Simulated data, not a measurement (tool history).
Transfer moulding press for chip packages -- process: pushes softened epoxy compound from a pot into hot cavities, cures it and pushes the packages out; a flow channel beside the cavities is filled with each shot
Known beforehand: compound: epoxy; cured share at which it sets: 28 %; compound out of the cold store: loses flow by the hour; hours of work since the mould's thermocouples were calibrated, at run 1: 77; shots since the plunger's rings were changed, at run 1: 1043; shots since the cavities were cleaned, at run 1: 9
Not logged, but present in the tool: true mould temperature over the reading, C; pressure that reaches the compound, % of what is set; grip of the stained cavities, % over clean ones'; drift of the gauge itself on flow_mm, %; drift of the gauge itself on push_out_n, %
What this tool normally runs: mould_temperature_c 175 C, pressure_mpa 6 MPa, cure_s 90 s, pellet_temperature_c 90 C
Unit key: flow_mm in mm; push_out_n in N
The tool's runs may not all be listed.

run,day,mould_temperature_c,pressure_mpa,cure_s,pellet_temperature_c,hours of work since the mould's thermocouples were calibrated,shots since the plunger's rings were changed,shots since the cavities were cleaned,incoming compound's hours out of the cold store,flow_mm,push_out_n
1,0,175,6,90,90,77,1043,9,27.2,586,353
2,0.304,175,6,90,90,81,1104,70,24.4,594,365
3,0.854,175,6,90,90,86,1213,179,44.5,547,350
4,1.383,175,6,90,90,92,1319,285,16.8,616,377
5,1.821,175,6,90,90,97,1406,372,43.3,549,357
6,2.521,175,6,90,90,104,1546,512,26.1,602,347
7,3,175,6,90,90,109,1641,607,29.1,587,359
8,3.575,175,6,77,90,116,1756,722,33.5,574,464
# day 3.858: cavities cleaned with cleaning compound and waxed
9,3.996,175,6,77,90,120,1828,28,25.8,587,475
10,4.554,175,6,90,83,126,1939,139,18.6,600,367
11,4.925,175,6,90,83,129,2012,212,18.4,610,384
12,5.454,175,6,97,90,135,2118,318,10.8,626,326
13,5.912,175,6,97,90,140,2209,409,33.2,578,340
14,6.338,175,6,90,93,145,2294,494,18.7,596,379
15,6.838,175,6.88,119,97,150,2394,594,20.8,640,299
16,7.308,175,6,75,90,155,2488,688,34.4,569,499
# day 7.767: cavities cleaned with cleaning compound and waxed
17,8.004,175,7.1,112,99,162,2614,48,35.2,618,297
18,8.429,175,6,86,90,166,2698,132,36,570,379
19,8.979,175,5.26,90,87,172,2808,242,26.5,543,355
20,9.633,175,5.26,90,87,179,2939,373,45.9,510,345
21,10.012,183,6,117,98,183,3015,449,43.9,537,291
22,10.438,183,6,117,98,188,3099,533,15.8,588,289
23,10.917,183,6,117,98,193,3194,628,9.3,616,298
# day 11.683: cavities cleaned with cleaning compound and waxed
24,11.683,181,6,94,98,201,3335,0,28.5,562,287
25,12.196,181,6,94,98,206,3437,102,27.5,580,283
26,12.888,177,5.27,94,98,214,3575,240,37.4,511,318
27,13.221,177,5.27,94,98,217,3641,306,14.7,567,313
28,13.796,175,5.97,90,100,223,3756,421,35.9,569,360

4 options for the next run, each taken on its own from the tool as it stands now. Forecast them:
A,14.275,176,7.21,80,100,229,3852,517,20.6,?,?
B,14.275,169,5.97,87,83,229,3852,517,19.2,?,?
C,14.275,168,5.36,88,90,229,3852,517,16.5,?,?
D,14.275,175,5.13,90,90,229,3852,517,13.3,?,?

run,flow_mm,push_out_n
A,654,404
B,616,604
C,581,620
D,566,378
Stripped of hidden state, with their random variation kept, the same runs would have yielded:
run,flow_mm,push_out_n
A,655,399
B,616,597
C,582,612
D,567,373
